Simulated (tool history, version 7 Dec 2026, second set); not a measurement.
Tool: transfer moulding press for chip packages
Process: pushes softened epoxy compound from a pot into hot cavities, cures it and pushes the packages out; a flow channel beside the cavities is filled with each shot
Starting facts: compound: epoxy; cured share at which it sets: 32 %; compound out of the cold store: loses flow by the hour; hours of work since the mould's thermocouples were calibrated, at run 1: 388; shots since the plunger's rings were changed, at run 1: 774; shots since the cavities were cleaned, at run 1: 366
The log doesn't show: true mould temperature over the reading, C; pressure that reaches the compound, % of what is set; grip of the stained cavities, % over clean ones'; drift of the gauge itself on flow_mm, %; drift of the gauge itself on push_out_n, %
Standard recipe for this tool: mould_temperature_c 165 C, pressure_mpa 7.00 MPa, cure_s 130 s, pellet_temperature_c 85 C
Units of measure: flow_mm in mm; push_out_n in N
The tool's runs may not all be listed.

run,hour,mould_temperature_c,pressure_mpa,cure_s,pellet_temperature_c,hours of work since the mould's thermocouples were calibrated,shots since the plunger's rings were changed,shots since the cavities were cleaned,incoming compound's hours out of the cold store,flow_mm,push_out_n
1,0.0,165,7.00,130,85,388,774,366,11.7,869,462
2,21.6,171,7.00,130,85,399,942,534,30.1,794,401
# hour 32.5: mould's thermocouples calibrated
3,49.4,171,7.00,130,85,9,1142,734,37.5,776,443
# hour 61.7: cavities cleaned with cleaning compound and waxed
4,72.1,165,7.00,130,85,20,1306,81,15.6,851,361
5,94.9,165,7.00,130,85,32,1483,258,29.0,813,412
6,119.5,165,7.00,130,85,46,1673,448,40.3,787,429
7,145.0,165,7.00,130,85,59,1871,646,21.4,831,495
8,157.6,165,7.00,130,85,66,1968,743,43.9,775,485
# hour 168.5: cavities cleaned with cleaning compound and waxed
9,186.8,165,7.00,130,85,81,2183,142,16.3,839,380
10,210.3,165,7.00,130,82,93,2365,324,8.2,854,454
11,224.7,165,7.00,130,82,101,2476,435,40.3,776,457
12,245.2,165,7.00,130,82,112,2635,594,38.8,781,489
13,273.1,165,7.00,130,83,127,2851,810,26.9,802,528
# hour 275.7: cavities cleaned with cleaning compound and waxed
14,286.8,165,7.00,130,83,133,2946,86,25.8,805,381
15,301.9,165,7.00,130,83,141,3063,203,33.2,794,405
16,315.6,165,7.00,130,83,148,3169,309,41.0,773,424
17,339.2,165,5.44,111,85,161,3352,492,46.5,667,578
18,364.2,167,6.12,165,85,174,3546,686,27.9,730,454
19,376.2,167,6.12,165,85,181,3639,779,20.5,754,453
# hour 384.0: cavities cleaned with cleaning compound and waxed
20,391.0,167,6.12,165,85,188,3741,54,38.8,715,303
21,418.2,167,6.12,165,85,202,3952,265,43.5,700,374
22,441.7,167,5.73,131,85,215,4134,447,10.0,743,444
23,463.6,165,7.00,130,88,227,4304,617,34.8,772,481
24,475.8,159,7.00,136,85,233,4398,711,28.4,813,633
# hour 491.4: cavities cleaned with cleaning compound and waxed
25,499.2,165,5.90,165,78,245,4569,61,12.9,743,322
26,516.5,160,6.65,147,94,254,4702,194,12.1,816,442
27,540.0,173,5.71,152,77,266,4885,377,42.9,651,394

Here are 5 independent what-if runs from the current tool condition. What would each one return?
A,568.2,169,5.71,152,76,281,5103,595,41.9,?,?
B,568.2,173,6.08,152,77,281,5103,595,31.9,?,?
C,568.2,165,5.89,135,83,281,5103,595,41.7,?,?
D,568.2,160,5.58,135,85,281,5103,595,35.5,?,?
E,568.2,165,6.31,130,83,281,5103,595,40.8,?,?

run,flow_mm,push_out_n
A,664,440
B,693,417
C,682,493
D,693,592
E,708,475
Without the tool's hidden state the same runs would have given:
run,flow_mm,push_out_n
A,716,301
B,747,284
C,735,329
D,746,384
E,763,314

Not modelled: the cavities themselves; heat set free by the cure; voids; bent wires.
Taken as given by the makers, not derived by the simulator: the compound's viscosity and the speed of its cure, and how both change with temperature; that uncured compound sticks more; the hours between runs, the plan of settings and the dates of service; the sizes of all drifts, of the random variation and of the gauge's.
